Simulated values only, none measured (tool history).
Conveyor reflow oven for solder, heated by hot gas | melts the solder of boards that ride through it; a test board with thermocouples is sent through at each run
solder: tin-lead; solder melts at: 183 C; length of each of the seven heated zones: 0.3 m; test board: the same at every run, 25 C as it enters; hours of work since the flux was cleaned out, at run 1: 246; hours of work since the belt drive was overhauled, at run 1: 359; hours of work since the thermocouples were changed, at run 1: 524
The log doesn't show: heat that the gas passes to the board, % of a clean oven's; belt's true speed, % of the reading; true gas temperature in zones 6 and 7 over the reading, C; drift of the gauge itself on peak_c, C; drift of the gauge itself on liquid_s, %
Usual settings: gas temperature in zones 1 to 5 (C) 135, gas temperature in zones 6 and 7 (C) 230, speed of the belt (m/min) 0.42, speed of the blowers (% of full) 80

run,hour,gas temperature in zones 1 to 5 (C),gas temperature in zones 6 and 7 (C),speed of the belt (m/min),speed of the blowers (% of full),hours of work since the flux was cleaned out,hours of work since the belt drive was overhauled,hours of work since the thermocouples were changed,highest temperature of the board (C),time above the solder's melting point (s)
1,0,135,230,0.42,80,246,359,524,215.1,61.9
2,5.9,135,230,0.42,80,250,363,528,215.4,62
3,13.2,133,230,0.42,80,256,368,534,215,60.8
4,20.7,128,230,0.42,80,261,374,539,213.9,57.9
5,32.5,142,230,0.42,80,270,382,548,216.4,65.7
6,40.5,142,230,0.42,80,275,388,554,216.3,65.7
7,49.2,142,230,0.42,80,282,395,560,216.4,65.8
8,55,135,230,0.42,80,286,399,564,214.9,61.7
9,65.2,135,230,0.42,53,293,406,572,207.9,52
10,74.1,135,230,0.42,53,300,413,578,207.6,51.7
11,84.8,135,230,0.42,80,308,420,586,215,61.4
12,94.2,135,230,0.42,80,314,427,593,215,61.3
13,104.4,135,230,0.42,80,322,435,600,214.8,61.7
14,111.1,143,230,0.478,80,327,440,605,212.2,53.3
# hour 116.3: belt drive overhauled, speed set with a stopwatch
15,126.5,143,230,0.478,80,335,7,613,212.2,53.7
16,134.9,135,235,0.42,62,341,14,619,215,60.3
17,142.7,125,228,0.428,62,347,19,625,206,45.6
18,153.7,125,228,0.428,62,355,27,633,205.9,45.8
19,164.5,129,236,0.456,70,363,35,641,213.4,51.9
20,171.9,129,236,0.456,70,368,41,646,213.2,51.8
21,183.1,129,236,0.456,70,376,49,654,213.3,51.9
# hour 189.6: belt drive overhauled, speed set with a stopwatch, once more
22,195.1,129,236,0.456,70,382,4,660,212.3,50.4
23,201.4,135,230,0.42,80,387,9,665,214.3,59.9
24,213.7,130,232,0.39,55,396,18,674,211.5,59

Forecast each of these 4 alternatives for the next run:
A,220.4,130,227,0.39,55,400,22,679,?,?
B,220.4,135,230,0.371,80,400,22,679,?,?
C,220.4,135,221,0.42,80,400,22,679,?,?
D,220.4,130,232,0.351,55,400,22,679,?,?

run,highest temperature of the board (C),time above the solder's melting point (s)
A,207,53.5
B,218.2,72.8
C,206.4,51.9
D,215.4,70.8
Without the tool's hidden state the same runs would have given:
run,highest temperature of the board (C),time above the solder's melting point (s)
A,207.6,55.1
B,218.7,74.2
C,207.2,54.1
D,215.7,71.8
